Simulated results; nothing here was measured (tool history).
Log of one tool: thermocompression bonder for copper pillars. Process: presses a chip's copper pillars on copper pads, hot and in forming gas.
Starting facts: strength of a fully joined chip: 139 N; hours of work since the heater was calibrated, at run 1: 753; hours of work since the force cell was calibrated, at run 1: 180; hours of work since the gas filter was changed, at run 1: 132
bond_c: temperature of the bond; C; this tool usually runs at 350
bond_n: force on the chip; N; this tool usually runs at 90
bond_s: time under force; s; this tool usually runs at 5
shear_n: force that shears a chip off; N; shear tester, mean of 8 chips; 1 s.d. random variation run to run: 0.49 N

run     day  bond_c  bond_n  bond_s  hours of work since the heater was calibrated  hours of work since the force cell was calibrated  hours of work since the gas filter was changed  shear_n
  1   0.000     350      90       5                                            753                                                180                                             132     89.1
  2   2.538     350      90       5                                            789                                                215                                             168     86.8
      4.338  -- forming gas filter changed
  3   5.771     350      90       5                                            834                                                260                                              20     90.3
  4   8.000     350      90       5                                            865                                                291                                              51     90.9
  5   9.942     350      79       5                                            892                                                319                                              78     80.5
  6  13.108     351      90       5                                            937                                                363                                             123     89.9
  7  14.783     351      90       5                                            960                                                386                                             146     89.5
     18.133  -- forming gas filter changed
  8  18.133     350      90       5                                           1007                                                433                                               0     90.6
  9  20.592     350      90       5                                           1041                                                467                                              34     90.3
 10  24.146     350      90       5                                           1091                                                517                                              84     89.5
 11  26.871     350      98       5                                           1129                                                555                                             122     94.8
 12  28.304     350      98       5                                           1149                                                575                                             142     93.6
 13  30.200     350      98       5                                           1176                                                602                                             169     93.2
     31.896  -- forming gas filter changed
 14  33.729     350      98       5                                           1225                                                651                                              26     96.7
 15  35.583     350      55       5                                           1251                                                677                                              52     57.5
     35.850  -- heater calibrated with a thermocouple chip
 16  39.104     350      55       5                                             46                                                725                                             100     54.3
 17  42.538     350      55       5                                             94                                                773                                             148     54.4
     44.533  -- heater calibrated with a thermocouple chip, once more
 18  44.562     334      90       5                                              0                                                800                                             175     79.7
     45.688  -- forming gas filter changed
 19  46.867     376     106       8                                             32                                                832                                              16    130.1
 20  50.012     376     106       8                                             76                                                876                                              61    128.8
 21  52.075     376      72       8                                            105                                                905                                              89    110.6
 22  55.483     376      79       8                                            153                                                953                                             137    112.8
 23  57.008     380      90      12                                            174                                                974                                             158    125.6
     59.321  -- forming gas filter changed
 24  59.625     380      57       3                                            211                                               1011                                               4     74.7
 25  61.817     380     122       3                                            241                                               1041                                              35    124.2
 26  64.512     357      86       5                                            279                                               1079                                              73     97.5
 27  67.708     357      86       5                                            324                                               1124                                             117     96.2
     69.683  -- force cell calibrated
 28  70.267     372      90       5                                            359                                                  8                                             152    105.3
 29  72.296     372      90       5                                            387                                                 37                                             181    104.4
     73.046  -- forming gas filter changed
 30  74.967     350      90       5                                            424                                                 74                                              27     91.5
 31  78.167     350      90       5                                            469                                                118                                              72     91.9
 32  80.250     350      90       5                                            498                                                148                                             101     89.1
 33  81.762     362      72       3                                            520                                                169                                             122     72.1
 34  83.304     330     110       3                                            541                                                190                                             144     73.8
 35  86.179     330     110       3                                            581                                                231                                             184     73.3
     86.675  -- forming gas filter changed
 36  89.300     361     110       3                                            625                                                274                                              37    102.1

Hidden condition of the tool, last listed run before each entry between runs versus first listed run after:
Runs 2 to 3: forming gas filter changed (day 4.338)
  true temperature of the bond over the reading, C: -3.4 -> -3.6; force that reaches the chip, % of what is set: 101.5 -> 101.7; oxide that the forming gas leaves, % of the face: 4.85 -> 1.21
  measured result minus the result with no hidden state, shear_n: -5.7 -> -2.4 N
Runs 7 to 8: forming gas filter changed (day 18.133)
  true temperature of the bond over the reading, C: -4.2 -> -4.4; force that reaches the chip, % of what is set: 102.5 -> 102.7; oxide that the forming gas leaves, % of the face: 4.07 -> 0.58
  measured result minus the result with no hidden state, shear_n: -5.0 -> -1.8 N
Runs 13 to 14: forming gas filter changed (day 31.896)
  true temperature of the bond over the reading, C: -5.2 -> -5.4; force that reaches the chip, % of what is set: 103.7 -> 103.9; oxide that the forming gas leaves, % of the face: 4.56 -> 1.14
  measured result minus the result with no hidden state, shear_n: -5.7 -> -2.3 N
Runs 15 to 16: heater calibrated with a thermocouple chip (day 35.850)
  true temperature of the bond over the reading, C: -5.5 -> -8.9; force that reaches the chip, % of what is set: 104.1 -> 104.4; oxide that the forming gas leaves, % of the face: 1.78 -> 2.91
  measured result minus the result with no hidden state, shear_n: -2.2 -> -5.2 N
Runs 17 to 18: heater calibrated with a thermocouple chip, once more (day 44.533)
  true temperature of the bond over the reading, C: -9.1 -> 0.2; force that reaches the chip, % of what is set: 104.6 -> 104.7; oxide that the forming gas leaves, % of the face: 3.96 -> 4.67
  measured result minus the result with no hidden state, shear_n: -5.8 -> -0.1 N
Runs 18 to 19: forming gas filter changed (day 45.688)
  true temperature of the bond over the reading, C: 0.2 -> 0; force that reaches the chip, % of what is set: 104.7 -> 104.9; oxide that the forming gas leaves, % of the face: 4.67 -> 0.96
  measured result minus the result with no hidden state, shear_n: -0.1 -> +1.0 N
Runs 23 to 24: forming gas filter changed (day 59.321)
  true temperature of the bond over the reading, C: -0.6 -> -0.8; force that reaches the chip, % of what is set: 105.7 -> 105.9; oxide that the forming gas leaves, % of the face: 4.41 -> 0.69
  measured result minus the result with no hidden state, shear_n: -3.6 -> +3.2 N
Runs 27 to 28: force cell calibrated (day 69.683)
  true temperature of the bond over the reading, C: -1.3 -> -1.4; force that reaches the chip, % of what is set: 106.5 -> 100.8; oxide that the forming gas leaves, % of the face: 3.27 -> 4.07
  measured result minus the result with no hidden state, shear_n: +0.6 -> -4.4 N
Runs 29 to 30: forming gas filter changed (day 73.046)
  true temperature of the bond over the reading, C: -1.6 -> -1.7; force that reaches the chip, % of what is set: 101 -> 101.2; oxide that the forming gas leaves, % of the face: 4.8 -> 1.19
  measured result minus the result with no hidden state, shear_n: -5.1 -> -1.2 N
Runs 35 to 36: forming gas filter changed (day 86.675)
  true temperature of the bond over the reading, C: -2.4 -> -2.6; force that reaches the chip, % of what is set: 102.1 -> 102.3; oxide that the forming gas leaves, % of the face: 5.01 -> 1.55
  measured result minus the result with no hidden state, shear_n: -4.1 -> -1.6 N
